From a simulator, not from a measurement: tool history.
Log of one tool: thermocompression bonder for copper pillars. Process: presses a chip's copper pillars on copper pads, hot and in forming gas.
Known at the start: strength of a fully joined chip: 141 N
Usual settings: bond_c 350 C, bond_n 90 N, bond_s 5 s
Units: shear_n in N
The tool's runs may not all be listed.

run	hour	bond_c	bond_n	bond_s	shear_n
1	0.0	350	90	5	54.6
2	5.8	350	63	5	44.2
3	16.8	350	63	5	44.8
4	21.9	350	63	5	43.6
5	29.2	350	122	5	63.9
6	36.8	350	90	5	54.4
7	45.9	350	90	5	54.6
8	51.9	365	90	5	61.7
9	57.7	350	90	4	48.7
10	66.2	350	90	4	48.5
11	77.0	335	90	5	46.5
12	82.3	350	90	5	53.5
13	93.4	350	90	5	54.0
14	100.6	350	90	4	49.3
15	109.0	350	90	4	49.8
16	116.1	350	90	4	48.4
17	121.8	350	104	5	57.3
18	128.3	350	121	5	62.6
19	135.2	377	90	5	66.1
20	141.4	377	90	5	68.4
21	150.2	377	90	5	67.2
22	159.3	377	90	5	65.0
23	168.7	377	90	5	66.3
24	176.1	366	100	4	58.9
25	182.4	350	91	5	53.8
26	187.5	350	63	8	49.8
27	199.8	322	107	5	44.1
28	206.2	322	107	5	43.0
29	213.6	359	90	3	47.1
30	223.1	322	85	6	39.6
31	230.2	368	90	14	86.1
32	239.6	368	90	14	85.4
33	249.1	356	64	5	44.5
34	254.1	331	90	11	59.0
35	264.7	335	62	5	36.0
36	271.8	350	127	5	61.2
# hour 274.8: forming gas filter changed
37	283.8	334	60	8	45.4
38	292.7	378	59	11	74.0
39	299.8	378	59	11	74.9
40	307.4	326	93	3	36.0
41	312.9	326	93	3	35.8

Measured less the same run without the tool's hidden state. The same run-to-run variation is in both; the gauge's scatter may not be:
The hidden state here: true temperature of the bond over the reading, C; force that reaches the chip, % of what is set; oxide that the forming gas leaves, % of the face; drift of the gauge itself on shear_n, %.
run	shear_n
1	-2.7
2	-2.3
3	-2.4
4	-2.4
5	-3.6
6	-3.2
7	-3.3
8	-3.8
9	-3.1
10	-3.3
11	-3.2
12	-3.7
13	-3.9
14	-3.6
15	-3.8
16	-3.9
17	-4.5
18	-5.2
19	-5.6
20	-5.7
21	-5.8
22	-5.8
23	-6.1
24	-5.5
25	-5.1
26	-4.9
27	-4.4
28	-4.5
29	-4.9
30	-4.3
31	-9.0
32	-9.2
33	-5.0
34	-6.6
35	-4.2
36	-7.4
37	-0.6
38	-1.0
39	-1.1
40	-0.7
41	-0.8

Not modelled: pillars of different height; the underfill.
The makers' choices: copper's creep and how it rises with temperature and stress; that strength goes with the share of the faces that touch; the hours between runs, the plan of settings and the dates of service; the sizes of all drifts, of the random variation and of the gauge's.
